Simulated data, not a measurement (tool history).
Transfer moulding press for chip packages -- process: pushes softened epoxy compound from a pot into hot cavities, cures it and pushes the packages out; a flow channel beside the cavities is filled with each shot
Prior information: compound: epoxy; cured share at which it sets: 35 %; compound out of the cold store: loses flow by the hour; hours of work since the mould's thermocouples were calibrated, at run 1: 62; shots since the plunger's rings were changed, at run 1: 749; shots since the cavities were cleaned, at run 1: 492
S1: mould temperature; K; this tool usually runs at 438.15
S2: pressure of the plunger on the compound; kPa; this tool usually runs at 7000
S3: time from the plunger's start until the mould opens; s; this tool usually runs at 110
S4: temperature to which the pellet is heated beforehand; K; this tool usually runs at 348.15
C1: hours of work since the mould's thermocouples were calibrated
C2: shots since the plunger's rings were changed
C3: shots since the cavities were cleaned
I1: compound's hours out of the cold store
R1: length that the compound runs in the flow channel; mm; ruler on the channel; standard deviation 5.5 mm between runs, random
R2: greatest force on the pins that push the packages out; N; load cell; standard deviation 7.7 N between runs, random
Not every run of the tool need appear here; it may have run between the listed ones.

run	hour	S1	S2	S3	S4	C1	C2	C3	I1	R1	R2
1	0	438.15	7000	110	348.15	62	749	492	39.3	576	331
# hour 3.8: cavities cleaned with cleaning compound and waxed
2	20.2	438.15	7000	110	348.15	77	980	203	14.8	642	337
3	39	438.15	7000	110	348.15	91	1213	436	24.8	612	328
# hour 48.1: cavities cleaned with cleaning compound and waxed
4	68	438.15	7000	110	348.15	112	1552	246	13.9	659	328
# hour 91.7: cavities cleaned with cleaning compound and waxed
5	101.5	438.15	7000	110	356.15	137	1949	122	26.9	612	339
6	117.3	433.15	7000	110	348.15	149	2143	316	8.5	681	419
# hour 135.2: cavities cleaned with cleaning compound and waxed
7	141.1	433.15	7000	110	348.15	166	2419	73	43.2	574	377
8	161.1	438.15	7000	146	348.15	181	2666	320	16.4	643	321
# hour 179: cavities cleaned with cleaning compound and waxed
9	194.7	438.15	7000	110	348.15	206	3063	194	44.1	570	329
# hour 222.6: cavities cleaned with cleaning compound and waxed
10	222.6	438.15	7000	110	348.15	226	3389	0	35.7	587	343
11	256.4	438.15	7000	110	348.15	252	3808	419	18.2	637	338
# hour 268.6: cavities cleaned with cleaning compound and waxed
12	275.8	438.15	7000	110	348.15	266	4029	90	14	644	329
13	296.6	438.15	7000	110	348.15	282	4286	347	24.4	627	344
# hour 312.5: cavities cleaned with cleaning compound and waxed
14	319	438.15	6680	120	344.15	298	4544	80	13.5	639	331
15	344.1	438.15	6480	110	348.15	317	4855	391	17.1	626	342
# hour 356.6: cavities cleaned with cleaning compound and waxed
16	367.4	444.15	7000	110	348.15	334	5124	134	45.8	549	308
17	382.3	443.15	8480	110	348.15	345	5308	318	32.8	644	315
# hour 401.4: cavities cleaned with cleaning compound and waxed
18	405	438.15	7000	107	349.15	362	5570	44	21.8	626	349
19	438.8	445.15	8100	125	353.15	388	5988	462	26.6	635	302
# hour 445.6: cavities cleaned with cleaning compound and waxed
20	466.3	438.15	7180	144	348.15	408	6310	256	36.6	587	308
21	487	434.15	8690	110	341.15	423	6566	512	9.7	748	395
# hour 491.4: cavities cleaned with cleaning compound and waxed
# hour 512.2: plunger's sealing rings changed
22	522.2	434.15	8690	110	341.15	447	123	349	17.8	738	399
# hour 537.6: cavities cleaned with cleaning compound and waxed
23	552.6	438.15	7000	131	351.15	470	481	186	35.7	586	317
# hour 580.9: cavities cleaned with cleaning compound and waxed
24	582	438.15	7000	131	351.15	491	825	13	41.3	578	322
25	598.1	437.15	8630	131	351.15	503	1025	213	11.6	745	329
26	616.8	437.15	8630	131	351.15	518	1256	444	23.9	706	327

What differs in the tool's unlogged condition from the final listed run ahead of each entry between runs to the first listed run following it?
Run 1 -> run 2: cavities cleaned with cleaning compound and waxed (hour 3.8)
  pressure that reaches the compound, % of what is set: 99.93 -> 99.91; grip of the stained cavities, % over clean ones': 1.6 -> 0.7
Run 3 -> run 4: cavities cleaned with cleaning compound and waxed (hour 48.1)
  pressure that reaches the compound, % of what is set: 99.89 -> 99.86; grip of the stained cavities, % over clean ones': 1.4 -> 0.9
Run 4 -> run 5: cavities cleaned with cleaning compound and waxed (hour 91.7)
  pressure that reaches the compound, % of what is set: 99.86 -> 99.83; grip of the stained cavities, % over clean ones': 0.9 -> 0.5
Run 6 -> run 7: cavities cleaned with cleaning compound and waxed (hour 135.2)
  pressure that reaches the compound, % of what is set: 99.81 -> 99.79; grip of the stained cavities, % over clean ones': 1.2 -> 0.3
Run 8 -> run 9: cavities cleaned with cleaning compound and waxed (hour 179)
  pressure that reaches the compound, % of what is set: 99.77 -> 99.73; grip of the stained cavities, % over clean ones': 1.2 -> 0.8
Run 9 -> run 10: cavities cleaned with cleaning compound and waxed (hour 222.6)
  pressure that reaches the compound, % of what is set: 99.73 -> 99.7; grip of the stained cavities, % over clean ones': 0.8 -> 0.1
Run 11 -> run 12: cavities cleaned with cleaning compound and waxed (hour 268.6)
  pressure that reaches the compound, % of what is set: 99.67 -> 99.65; grip of the stained cavities, % over clean ones': 1.4 -> 0.3
Run 13 -> run 14: cavities cleaned with cleaning compound and waxed (hour 312.5)
  true mould temperature over the reading, C: 0.01 -> 0.02; pressure that reaches the compound, % of what is set: 99.62 -> 99.6; grip of the stained cavities, % over clean ones': 1.1 -> 0.4
Run 15 -> run 16: cavities cleaned with cleaning compound and waxed (hour 356.6)
  pressure that reaches the compound, % of what is set: 99.57 -> 99.54; grip of the stained cavities, % over clean ones': 1.4 -> 0.5
Run 17 -> run 18: cavities cleaned with cleaning compound and waxed (hour 401.4)
  pressure that reaches the compound, % of what is set: 99.53 -> 99.5; grip of the stained cavities, % over clean ones': 1 -> 0.2
Run 19 -> run 20: cavities cleaned with cleaning compound and waxed (hour 445.6)
  pressure that reaches the compound, % of what is set: 99.47 -> 99.44; grip of the stained cavities, % over clean ones': 1.5 -> 1
Run 21 -> run 22: cavities cleaned with cleaning compound and waxed (hour 491.4); plunger's sealing rings changed (hour 512.2)
  pressure that reaches the compound, % of what is set: 99.42 -> 99.97; grip of the stained cavities, % over clean ones': 1.6 -> 1.3
Run 22 -> run 23: cavities cleaned with cleaning compound and waxed (hour 537.6)
  pressure that reaches the compound, % of what is set: 99.97 -> 99.94; grip of the stained cavities, % over clean ones': 1.3 -> 0.7
Run 23 -> run 24: cavities cleaned with cleaning compound and waxed (hour 580.9)
  pressure that reaches the compound, % of what is set: 99.94 -> 99.91; grip of the stained cavities, % over clean ones': 0.7 -> 0.1

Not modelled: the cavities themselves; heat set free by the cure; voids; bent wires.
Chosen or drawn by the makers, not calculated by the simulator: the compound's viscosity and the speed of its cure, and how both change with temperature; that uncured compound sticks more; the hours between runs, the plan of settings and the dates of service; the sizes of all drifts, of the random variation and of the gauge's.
